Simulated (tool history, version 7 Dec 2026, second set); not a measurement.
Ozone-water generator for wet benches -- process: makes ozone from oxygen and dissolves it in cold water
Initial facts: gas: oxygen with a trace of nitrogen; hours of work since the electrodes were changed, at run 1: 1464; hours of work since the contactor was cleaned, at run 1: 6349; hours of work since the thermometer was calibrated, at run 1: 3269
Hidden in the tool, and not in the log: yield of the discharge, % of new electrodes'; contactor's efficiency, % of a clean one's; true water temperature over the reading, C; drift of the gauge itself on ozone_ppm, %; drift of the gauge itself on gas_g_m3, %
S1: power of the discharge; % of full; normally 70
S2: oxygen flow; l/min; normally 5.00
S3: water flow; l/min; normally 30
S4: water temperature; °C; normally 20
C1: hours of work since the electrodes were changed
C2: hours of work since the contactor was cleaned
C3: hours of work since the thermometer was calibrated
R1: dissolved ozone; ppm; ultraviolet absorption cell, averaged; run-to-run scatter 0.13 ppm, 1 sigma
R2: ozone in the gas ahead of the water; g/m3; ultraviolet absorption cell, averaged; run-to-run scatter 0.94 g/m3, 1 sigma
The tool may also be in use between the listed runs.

{"run": 1, "hour": 0.0, "S1": 70, "S2": 5.0, "S3": 30, "S4": 20, "C1": 1464, "C2": 6349, "C3": 3269, "R1": 13.4, "R2": 157.9}
{"run": 2, "hour": 71.2, "S1": 70, "S2": 5.0, "S3": 30, "S4": 20, "C1": 1524, "C2": 6409, "C3": 3329, "R1": 13.0, "R2": 160.4}
{"run": 3, "hour": 151.5, "S1": 41, "S2": 5.0, "S3": 30, "S4": 20, "C1": 1592, "C2": 6477, "C3": 3397, "R1": 9.2, "R2": 109.8}
{"run": 4, "hour": 232.4, "S1": 41, "S2": 5.0, "S3": 41, "S4": 20, "C1": 1661, "C2": 6546, "C3": 3466, "R1": 7.1, "R2": 111.8}
{"run": 5, "hour": 300.6, "S1": 70, "S2": 5.0, "S3": 31, "S4": 20, "C1": 1719, "C2": 6604, "C3": 3524, "R1": 12.6, "R2": 157.0}
{"run": 6, "hour": 372.6, "S1": 70, "S2": 5.0, "S3": 31, "S4": 20, "C1": 1780, "C2": 6665, "C3": 3585, "R1": 12.7, "R2": 157.8}
{"run": 7, "hour": 466.2, "S1": 70, "S2": 5.0, "S3": 31, "S4": 20, "C1": 1860, "C2": 6745, "C3": 3664, "R1": 12.7, "R2": 158.3}
{"run": 8, "hour": 508.8, "S1": 70, "S2": 5.0, "S3": 31, "S4": 20, "C1": 1896, "C2": 6781, "C3": 3700, "R1": 12.8, "R2": 157.9}
{"run": 9, "hour": 597.1, "S1": 70, "S2": 5.0, "S3": 30, "S4": 17, "C1": 1971, "C2": 6856, "C3": 3775, "R1": 13.6, "R2": 157.3}
{"run": 10, "hour": 663.0, "S1": 70, "S2": 5.0, "S3": 30, "S4": 17, "C1": 2027, "C2": 6912, "C3": 3831, "R1": 13.6, "R2": 157.8}
{"run": 11, "hour": 751.9, "S1": 70, "S2": 5.0, "S3": 30, "S4": 20, "C1": 2102, "C2": 6987, "C3": 3907, "R1": 13.2, "R2": 159.2}
{"run": 12, "hour": 792.8, "S1": 70, "S2": 5.0, "S3": 30, "S4": 20, "C1": 2137, "C2": 7022, "C3": 3942, "R1": 13.2, "R2": 157.4}
{"run": 13, "hour": 851.8, "S1": 70, "S2": 5.0, "S3": 30, "S4": 20, "C1": 2187, "C2": 7072, "C3": 3992, "R1": 13.1, "R2": 159.6}
{"run": 14, "hour": 944.3, "S1": 70, "S2": 5.0, "S3": 30, "S4": 20, "C1": 2266, "C2": 7150, "C3": 4070, "R1": 13.2, "R2": 159.7}
{"run": 15, "hour": 998.6, "S1": 70, "S2": 5.0, "S3": 30, "S4": 20, "C1": 2312, "C2": 7197, "C3": 4116, "R1": 13.1, "R2": 159.9}
{"run": 16, "hour": 1051.5, "S1": 70, "S2": 5.0, "S3": 30, "S4": 14, "C1": 2357, "C2": 7242, "C3": 4161, "R1": 14.0, "R2": 159.0}
{"run": 17, "hour": 1134.9, "S1": 70, "S2": 5.0, "S3": 30, "S4": 14, "C1": 2427, "C2": 7312, "C3": 4232, "R1": 14.0, "R2": 158.7}
{"run": 18, "hour": 1180.3, "S1": 70, "S2": 5.0, "S3": 30, "S4": 14, "C1": 2466, "C2": 7351, "C3": 4270, "R1": 13.9, "R2": 157.2}
{"run": 19, "hour": 1264.6, "S1": 42, "S2": 4.6, "S3": 30, "S4": 15, "C1": 2537, "C2": 7422, "C3": 4342, "R1": 9.8, "R2": 118.9}
{"run": 20, "hour": 1329.9, "S1": 70, "S2": 4.6, "S3": 46, "S4": 15, "C1": 2593, "C2": 7478, "C3": 4398, "R1": 9.4, "R2": 167.4}
{"hour": 1368.5, "done": "water thermometer calibrated"}
{"run": 21, "hour": 1383.1, "S1": 70, "S2": 4.6, "S3": 46, "S4": 15, "C1": 2638, "C2": 7523, "C3": 12, "R1": 9.5, "R2": 167.3}
{"run": 22, "hour": 1465.8, "S1": 70, "S2": 5.0, "S3": 30, "S4": 15, "C1": 2708, "C2": 7593, "C3": 83, "R1": 13.8, "R2": 159.6}
{"run": 23, "hour": 1522.7, "S1": 64, "S2": 8.85, "S3": 46, "S4": 13, "C1": 2756, "C2": 7641, "C3": 131, "R1": 9.4, "R2": 99.8}
{"run": 24, "hour": 1615.0, "S1": 70, "S2": 3.12, "S3": 30, "S4": 20, "C1": 2834, "C2": 7719, "C3": 209, "R1": 12.9, "R2": 215.4}
{"run": 25, "hour": 1707.6, "S1": 49, "S2": 2.58, "S3": 41, "S4": 21, "C1": 2913, "C2": 7798, "C3": 288, "R1": 7.5, "R2": 195.9}
{"run": 26, "hour": 1777.5, "S1": 70, "S2": 5.0, "S3": 30, "S4": 16, "C1": 2972, "C2": 7857, "C3": 347, "R1": 13.7, "R2": 159.5}
{"run": 27, "hour": 1844.4, "S1": 70, "S2": 7.98, "S3": 30, "S4": 20, "C1": 3029, "C2": 7914, "C3": 404, "R1": 12.7, "R2": 116.7}

What does the tool deliver on the next run?
{"run": 28, "hour": 1917.5, "S1": 89, "S2": 7.98, "S3": 30, "S4": 28, "C1": 3091, "C2": 7976, "C3": 466, "R1": "?", "R2": "?"}

R1: 13.1 ppm
R2: 135.3 g/m3
Had the tool carried no hidden state, the very same run would have given R1 13.1 ppm, R2 135.4 g/m3.
